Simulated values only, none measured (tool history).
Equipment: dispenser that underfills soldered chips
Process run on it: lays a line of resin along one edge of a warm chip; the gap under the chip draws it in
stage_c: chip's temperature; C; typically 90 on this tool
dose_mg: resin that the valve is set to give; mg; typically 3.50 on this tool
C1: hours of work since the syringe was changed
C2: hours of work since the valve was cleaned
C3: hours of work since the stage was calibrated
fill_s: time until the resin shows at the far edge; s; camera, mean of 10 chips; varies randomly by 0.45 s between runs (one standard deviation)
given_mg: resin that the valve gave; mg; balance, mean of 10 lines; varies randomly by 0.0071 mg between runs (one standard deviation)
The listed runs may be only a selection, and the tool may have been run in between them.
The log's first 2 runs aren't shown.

Run 3, hour 23.6: usual settings; C1 9; C2 35; C3 314. Result: fill_s 63.5 s, given_mg 3.380 mg.
At hour 25.5: new syringe of resin.
At hour 39.5: dispensing valve cleaned and set on the balance.
Run 4, hour 39.5: usual settings; C1 8; C2 0; C3 323. Result: fill_s 60.5 s, given_mg 3.505 mg.
At hour 41.7: new syringe of resin.
Run 5, hour 49.0: usual settings but dose_mg 4.07 mg; C1 5; C2 6; C3 329. Result: fill_s 43.8 s, given_mg 4.062 mg.
At hour 57.1: new syringe of resin.
Run 6, hour 62.2: usual settings but stage_c 98 C, dose_mg 4.07 mg; C1 3; C2 14; C3 337. Result: fill_s 27.3 s, given_mg 4.042 mg.
Run 7, hour 69.7: usual settings but stage_c 98 C, dose_mg 4.07 mg; C1 8; C2 19; C3 342. Result: fill_s 40.6 s, given_mg 4.029 mg.
At hour 72.3: new syringe of resin.
Run 8, hour 83.8: usual settings but stage_c 98 C, dose_mg 4.07 mg; C1 7; C2 28; C3 351. Result: fill_s 39.0 s, given_mg 3.988 mg.
At hour 87.6: new syringe of resin.
Run 9, hour 95.9: usual settings but stage_c 98 C, dose_mg 4.07 mg; C1 5; C2 36; C3 359. Result: fill_s 32.6 s, given_mg 3.951 mg.
At hour 102.8: new syringe of resin.
Run 10, hour 106.3: usual settings; C1 2; C2 42; C3 365. Result: fill_s 35.2 s, given_mg 3.396 mg.
At hour 112.3: dispensing valve cleaned and set on the balance.
Run 11, hour 113.7: usual settings but stage_c 98 C; C1 6; C2 1; C3 369. Result: fill_s 35.0 s, given_mg 3.500 mg.
At hour 120.0: new syringe of resin.
Run 12, hour 124.5: usual settings but stage_c 99 C; C1 3; C2 8; C3 376. Result: fill_s 25.9 s, given_mg 3.491 mg.
Run 13, hour 133.8: usual settings but stage_c 99 C; C1 9; C2 14; C3 382. Result: fill_s 42.9 s, given_mg 3.455 mg.
At hour 135.2: new syringe of resin.
Run 14, hour 146.3: usual settings; C1 7; C2 22; C3 390. Result: fill_s 55.1 s, given_mg 3.451 mg.
At hour 150.5: new syringe of resin.
Run 15, hour 154.8: usual settings but dose_mg 4.49 mg; C1 3; C2 27; C3 395. Result: fill_s 36.9 s, given_mg 4.391 mg.
At hour 166.1: new syringe of resin.
Run 16, hour 169.1: usual settings but dose_mg 4.49 mg; C1 2; C2 36; C3 404. Result: fill_s 32.7 s, given_mg 4.360 mg.
Run 17, hour 180.9: usual settings but stage_c 101 C; C1 10; C2 43; C3 412. Result: fill_s 41.6 s, given_mg 3.374 mg.
At hour 182.1: new syringe of resin.
At hour 185.3: dispensing valve cleaned and set on the balance.
Run 18, hour 189.4: usual settings but stage_c 88 C, dose_mg 3.02 mg; C1 4; C2 3; C3 417. Result: fill_s 45.3 s, given_mg 3.019 mg.
Run 19, hour 197.8: usual settings but stage_c 97 C, dose_mg 4.23 mg; C1 9; C2 8; C3 422. Result: fill_s 46.7 s, given_mg 4.212 mg.
At hour 199.3: new syringe of resin.
Run 20, hour 208.7: usual settings but stage_c 97 C, dose_mg 4.23 mg; C1 6; C2 15; C3 429. Result: fill_s 35.3 s, given_mg 4.190 mg.
At hour 214.5: new syringe of resin.
Run 21, hour 217.5: usual settings but stage_c 100 C, dose_mg 4.31 mg; C1 2; C2 20; C3 434. Result: fill_s 21.6 s, given_mg 4.246 mg.
At hour 230.4: new syringe of resin.
Run 22, hour 232.1: usual settings but stage_c 105 C, dose_mg 3.13 mg; C1 1; C2 30; C3 443. Result: fill_s 16.6 s, given_mg 3.061 mg.

Forecast run 23:
At hour 245.9: new syringe of resin.
Run 23, hour 245.9: usual settings but stage_c 79 C, dose_mg 4.11 mg; C1 0; C2 38; C3 452. Result: fill_s ?, given_mg ?.

Run 23 yielded fill_s 48.2 s, given_mg 3.972 mg.
If the tool had no hidden condition, the same run with the same run-to-run variation would have returned fill_s 56.3 s, given_mg 4.098 mg.
